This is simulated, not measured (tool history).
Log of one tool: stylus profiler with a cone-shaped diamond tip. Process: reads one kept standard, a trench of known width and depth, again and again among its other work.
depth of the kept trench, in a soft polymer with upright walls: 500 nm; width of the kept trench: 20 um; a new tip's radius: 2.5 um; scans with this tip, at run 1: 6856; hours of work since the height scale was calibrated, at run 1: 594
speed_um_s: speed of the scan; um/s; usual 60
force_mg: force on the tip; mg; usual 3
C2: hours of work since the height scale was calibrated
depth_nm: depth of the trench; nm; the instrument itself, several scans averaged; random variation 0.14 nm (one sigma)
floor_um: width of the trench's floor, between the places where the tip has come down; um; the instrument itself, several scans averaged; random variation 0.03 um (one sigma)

run 1 day=0 | speed_um_s=60 force_mg=3 | scans_with_this_tip=6856 C2=594 | depth_nm=510.46 floor_um=16.43
run 2 day=0.825 | speed_um_s=60 force_mg=3 | scans_with_this_tip=7032 C2=610 | depth_nm=510.54 floor_um=16.39
run 3 day=1.458 | speed_um_s=60 force_mg=3 | scans_with_this_tip=7166 C2=621 | depth_nm=510.4 floor_um=16.4
run 4 day=2.575 | speed_um_s=60 force_mg=2.87 | scans_with_this_tip=7404 C2=642 | depth_nm=510.51 floor_um=16.41
run 5 day=3.683 | speed_um_s=60 force_mg=3 | scans_with_this_tip=7640 C2=662 | depth_nm=510.81 floor_um=16.39
run 6 day=4.554 | speed_um_s=60 force_mg=3 | scans_with_this_tip=7826 C2=679 | depth_nm=510.59 floor_um=16.41
run 7 day=5.458 | speed_um_s=60 force_mg=3 | scans_with_this_tip=8019 C2=695 | depth_nm=510.93 floor_um=16.33
run 8 day=6.175 | speed_um_s=60 force_mg=3 | scans_with_this_tip=8171 C2=708 | depth_nm=510.79 floor_um=16.31
run 9 day=6.75 | speed_um_s=60 force_mg=3 | scans_with_this_tip=8294 C2=719 | depth_nm=510.75 floor_um=16.43
run 10 day=7.225 | speed_um_s=46 force_mg=3 | scans_with_this_tip=8394 C2=728 | depth_nm=510.73 floor_um=16.45
run 11 day=7.95 | speed_um_s=46 force_mg=3 | scans_with_this_tip=8549 C2=741 | depth_nm=510.99 floor_um=16.44
run 12 day=8.796 | speed_um_s=60 force_mg=3 | scans_with_this_tip=8729 C2=757 | depth_nm=510.78 floor_um=16.37
run 13 day=9.921 | speed_um_s=60 force_mg=3 | scans_with_this_tip=8969 C2=778 | depth_nm=510.68 floor_um=16.32
run 14 day=10.592 | speed_um_s=60 force_mg=3 | scans_with_this_tip=9112 C2=790 | depth_nm=511.07 floor_um=16.37
run 15 day=11.329 | speed_um_s=60 force_mg=3 | scans_with_this_tip=9269 C2=804 | depth_nm=511.15 floor_um=16.39
run 16 day=11.95 | speed_um_s=176 force_mg=3 | scans_with_this_tip=9401 C2=815 | depth_nm=510.97 floor_um=15.67
run 17 day=12.512 | speed_um_s=176 force_mg=3 | scans_with_this_tip=9520 C2=825 | depth_nm=511.18 floor_um=15.71
-- day=12.633 height scale calibrated on a step standard
run 18 day=13.583 | speed_um_s=60 force_mg=5.69 | scans_with_this_tip=9745 C2=18 | depth_nm=517.04 floor_um=16.42
run 19 day=14.321 | speed_um_s=60 force_mg=5.69 | scans_with_this_tip=9901 C2=31 | depth_nm=517.03 floor_um=16.45
run 20 day=14.858 | speed_um_s=60 force_mg=5.69 | scans_with_this_tip=10016 C2=41 | depth_nm=516.96 floor_um=16.43
run 21 day=15.7 | speed_um_s=60 force_mg=1.87 | scans_with_this_tip=10195 C2=57 | depth_nm=509.45 floor_um=16.26
run 22 day=16.212 | speed_um_s=60 force_mg=1.87 | scans_with_this_tip=10304 C2=66 | depth_nm=509.73 floor_um=16.19
run 23 day=17.317 | speed_um_s=84 force_mg=2.04 | scans_with_this_tip=10539 C2=86 | depth_nm=509.96 floor_um=16.15
run 24 day=18.054 | speed_um_s=40 force_mg=3 | scans_with_this_tip=10697 C2=100 | depth_nm=512.06 floor_um=16.42
-- day=18.125 height scale calibrated on a step standard, once more
run 25 day=18.654 | speed_um_s=40 force_mg=2.38 | scans_with_this_tip=10820 C2=10 | depth_nm=508 floor_um=16.35
run 26 day=19.275 | speed_um_s=40 force_mg=6.99 | scans_with_this_tip=10952 C2=21 | depth_nm=516.52 floor_um=16.51
run 27 day=19.817 | speed_um_s=40 force_mg=6.99 | scans_with_this_tip=11067 C2=31 | depth_nm=516.77 floor_um=16.43
run 28 day=20.946 | speed_um_s=40 force_mg=6.99 | scans_with_this_tip=11308 C2=52 | depth_nm=516.69 floor_um=16.46
run 29 day=21.479 | speed_um_s=40 force_mg=6.99 | scans_with_this_tip=11422 C2=62 | depth_nm=516.66 floor_um=16.46
run 30 day=22.221 | speed_um_s=40 force_mg=6.99 | scans_with_this_tip=11579 C2=76 | depth_nm=516.66 floor_um=16.43
run 31 day=22.804 | speed_um_s=40 force_mg=6.99 | scans_with_this_tip=11703 C2=86 | depth_nm=516.41 floor_um=16.43
run 32 day=23.538 | speed_um_s=232 force_mg=2.91 | scans_with_this_tip=11859 C2=100 | depth_nm=509.3 floor_um=15.34
run 33 day=24.1 | speed_um_s=232 force_mg=2.91 | scans_with_this_tip=11980 C2=110 | depth_nm=509.63 floor_um=15.35
run 34 day=25.217 | speed_um_s=232 force_mg=1.64 | scans_with_this_tip=12217 C2=131 | depth_nm=506.64 floor_um=14.92
run 35 day=25.821 | speed_um_s=232 force_mg=1.64 | scans_with_this_tip=12346 C2=142 | depth_nm=506.54 floor_um=14.91
run 36 day=26.821 | speed_um_s=70 force_mg=4.87 | scans_with_this_tip=12559 C2=161 | depth_nm=513.67 floor_um=16.25
run 37 day=27.758 | speed_um_s=24 force_mg=3 | scans_with_this_tip=12759 C2=178 | depth_nm=509.75 floor_um=16.48
run 38 day=28.75 | speed_um_s=235 force_mg=1.11 | scans_with_this_tip=12970 C2=196 | depth_nm=505.28 floor_um=14.54
run 39 day=29.671 | speed_um_s=94 force_mg=3.96 | scans_with_this_tip=13166 C2=213 | depth_nm=511.86 floor_um=16.11
run 40 day=30.742 | speed_um_s=67 force_mg=5.33 | scans_with_this_tip=13394 C2=233 | depth_nm=514.39 floor_um=16.29
run 41 day=31.812 | speed_um_s=67 force_mg=5.33 | scans_with_this_tip=13622 C2=253 | depth_nm=514.36 floor_um=16.26
run 42 day=32.6 | speed_um_s=67 force_mg=1.58 | scans_with_this_tip=13789 C2=267 | depth_nm=506.89 floor_um=16.07

Hidden state at the last listed run before each entry between runs and at the first one after, where it differs:
Between runs 17 and 18: height scale calibrated on a step standard (day 12.633)
  radius of the tip, um: 3.05 -> 3.06; height scale over the true one, %: 0.35 -> 0.528
  measured less the result without the state, depth_nm: +1.78 -> +2.72 nm; floor_um: -0.35 -> -0.35 um
Between runs 24 and 25: height scale calibrated on a step standard, once more (day 18.125)
  height scale over the true one, %: 0.565 -> 0.044
  measured less the result without the state, depth_nm: +2.88 -> +0.22 nm; floor_um: -0.38 -> -0.38 um

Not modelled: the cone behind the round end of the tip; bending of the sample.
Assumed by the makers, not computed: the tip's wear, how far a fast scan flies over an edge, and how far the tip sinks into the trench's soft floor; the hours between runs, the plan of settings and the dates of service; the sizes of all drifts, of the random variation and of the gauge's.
